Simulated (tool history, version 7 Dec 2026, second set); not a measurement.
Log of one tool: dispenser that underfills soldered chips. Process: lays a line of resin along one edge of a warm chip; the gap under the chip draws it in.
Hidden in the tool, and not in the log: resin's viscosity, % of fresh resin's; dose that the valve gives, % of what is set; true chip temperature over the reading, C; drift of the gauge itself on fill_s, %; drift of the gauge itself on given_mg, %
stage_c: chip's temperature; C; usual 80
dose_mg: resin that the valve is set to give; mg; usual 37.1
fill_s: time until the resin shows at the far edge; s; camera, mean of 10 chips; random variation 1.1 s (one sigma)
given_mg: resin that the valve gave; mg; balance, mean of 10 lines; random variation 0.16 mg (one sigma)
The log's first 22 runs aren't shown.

| run | hour | stage_c | dose_mg | hours of work since the syringe was changed | hours of work since the valve was cleaned | hours of work since the stage was calibrated | fill_s | given_mg |
|---|---|---|---|---|---|---|---|---|
| 23 | 82.4 | 73 | 33.8 | 3 | 31 | 105 | 178.8 | 32.62 |
| 24 | 84.5 | 73 | 40.9 | 4 | 32 | 106 | 191.1 | 39.59 |
| 25 | 87.3 | 92 | 32.8 | 6 | 34 | 108 | 77.7 | 31.51 |
|  | 88.0 | new syringe of resin |
| 26 | 92.2 | 92 | 32.8 | 3 | 37 | 111 | 66.9 | 31.51 |
| 27 | 97.1 | 72 | 37.2 | 6 | 40 | 114 | 217.1 | 35.81 |
|  | 98.5 | new syringe of resin |
| 28 | 101.8 | 90 | 38.8 | 2 | 43 | 117 | 70.5 | 37.26 |
| 29 | 103.9 | 66 | 37.1 | 3 | 44 | 118 | 266.8 | 35.59 |
|  | 108.8 | new syringe of resin |
| 30 | 109.2 | 84 | 45.7 | 0 | 47 | 122 | 85.8 | 43.50 |
| 31 | 114.0 | 79 | 37.1 | 3 | 50 | 125 | 129.4 | 35.07 |
|  | 119.1 | new syringe of resin |
| 32 | 119.2 | 80 | 42.3 | 0 | 53 | 128 | 106.7 | 39.95 |
| 33 | 123.3 | 69 | 31.7 | 3 | 56 | 130 | 230.8 | 30.12 |
| 34 | 126.1 | 76 | 33.0 | 4 | 58 | 132 | 171.8 | 31.06 |
|  | 129.4 | new syringe of resin |
| 35 | 131.5 | 94 | 45.0 | 1 | 61 | 135 | 54.8 | 42.20 |

Forecast each of these 3 alternatives for the next run:
| A | 136.1 | 91 | 47.6 | 4 | 64 | 138 | ? | ? |
| B | 136.1 | 67 | 37.1 | 4 | 64 | 138 | ? | ? |
| C | 136.1 | 80 | 46.0 | 4 | 64 | 138 | ? | ? |

| run | fill_s | given_mg |
|---|---|---|
| A | 74.7 | 44.27 |
| B | 263.0 | 34.67 |
| C | 129.0 | 43.15 |
Without the tool's hidden state the same runs would have given:
| run | fill_s | given_mg |
|---|---|---|
| A | 61.4 | 47.37 |
| B | 214.8 | 37.08 |
| C | 105.9 | 46.16 |

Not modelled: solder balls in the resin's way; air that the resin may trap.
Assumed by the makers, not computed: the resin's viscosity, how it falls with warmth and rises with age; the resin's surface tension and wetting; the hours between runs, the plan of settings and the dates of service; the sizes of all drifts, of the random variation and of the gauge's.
